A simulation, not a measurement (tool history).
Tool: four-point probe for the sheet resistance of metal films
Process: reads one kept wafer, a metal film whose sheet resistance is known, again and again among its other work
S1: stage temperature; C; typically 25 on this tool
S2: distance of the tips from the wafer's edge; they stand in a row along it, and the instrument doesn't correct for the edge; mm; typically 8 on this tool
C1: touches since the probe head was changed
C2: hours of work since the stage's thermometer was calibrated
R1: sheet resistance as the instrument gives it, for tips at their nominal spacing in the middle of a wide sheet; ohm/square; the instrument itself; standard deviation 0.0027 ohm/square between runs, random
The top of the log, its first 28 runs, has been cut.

{"run": 29, "day": 15.408, "S1": 35, "S2": 70, "C1": 23920, "C2": 745, "R1": 13.50947}
{"run": 30, "day": 15.958, "S1": 26, "S2": 33, "C1": 24446, "C2": 755, "R1": 13.534981}
{"run": 31, "day": 16.704, "S1": 26, "S2": 33, "C1": 25157, "C2": 768, "R1": 13.540406}
{"run": 32, "day": 17.129, "S1": 23, "S2": 15, "C1": 25563, "C2": 775, "R1": 13.547522}
{"run": 33, "day": 17.896, "S1": 20, "S2": 10, "C1": 26297, "C2": 789, "R1": 13.569363}
{"run": 34, "day": 18.654, "S1": 25, "S2": 69, "C1": 27020, "C2": 802, "R1": 13.539655}
{"run": 35, "day": 19.271, "S1": 25, "S2": 69, "C1": 27612, "C2": 813, "R1": 13.5374}
{"run": 36, "day": 19.696, "S1": 33, "S2": 3, "C1": 28016, "C2": 820, "R1": 13.713742}
{"run": 37, "day": 20.317, "S1": 24, "S2": 5, "C1": 28610, "C2": 831, "R1": 13.613181}
{"run": 38, "day": 20.85, "S1": 24, "S2": 5, "C1": 29117, "C2": 840, "R1": 13.608122}
{"run": 39, "day": 21.367, "S1": 23, "S2": 8, "C1": 29613, "C2": 849, "R1": 13.571666}
{"run": 40, "day": 21.912, "S1": 33, "S2": 48, "C1": 30135, "C2": 859, "R1": 13.51204}
{"run": 41, "day": 22.538, "S1": 33, "S2": 48, "C1": 30730, "C2": 869, "R1": 13.515219}
{"run": 42, "day": 22.867, "S1": 22, "S2": 48, "C1": 31046, "C2": 875, "R1": 13.542192}
{"run": 43, "day": 23.525, "S1": 20, "S2": 48, "C1": 31676, "C2": 887, "R1": 13.547776}

What if the next run were any one of these 4? Each begins from the tool's condition after run 43:
{"run": "A", "day": 24.154, "S1": 33, "S2": 5, "C1": 32277, "C2": 898, "R1": "?"}
{"run": "B", "day": 24.154, "S1": 20, "S2": 8, "C1": 32277, "C2": 898, "R1": "?"}
{"run": "C", "day": 24.154, "S1": 20, "S2": 23, "C1": 32277, "C2": 898, "R1": "?"}
{"run": "D", "day": 24.154, "S1": 33, "S2": 36, "C1": 32277, "C2": 898, "R1": "?"}

run=A R1=13.590704
run=B R1=13.579184
run=C R1=13.552557
run=D R1=13.512903
Had the tool no hidden state, the same runs would have come out as:
run=A R1=13.591169
run=B R1=13.579641
run=C R1=13.553012
run=D R1=13.513366
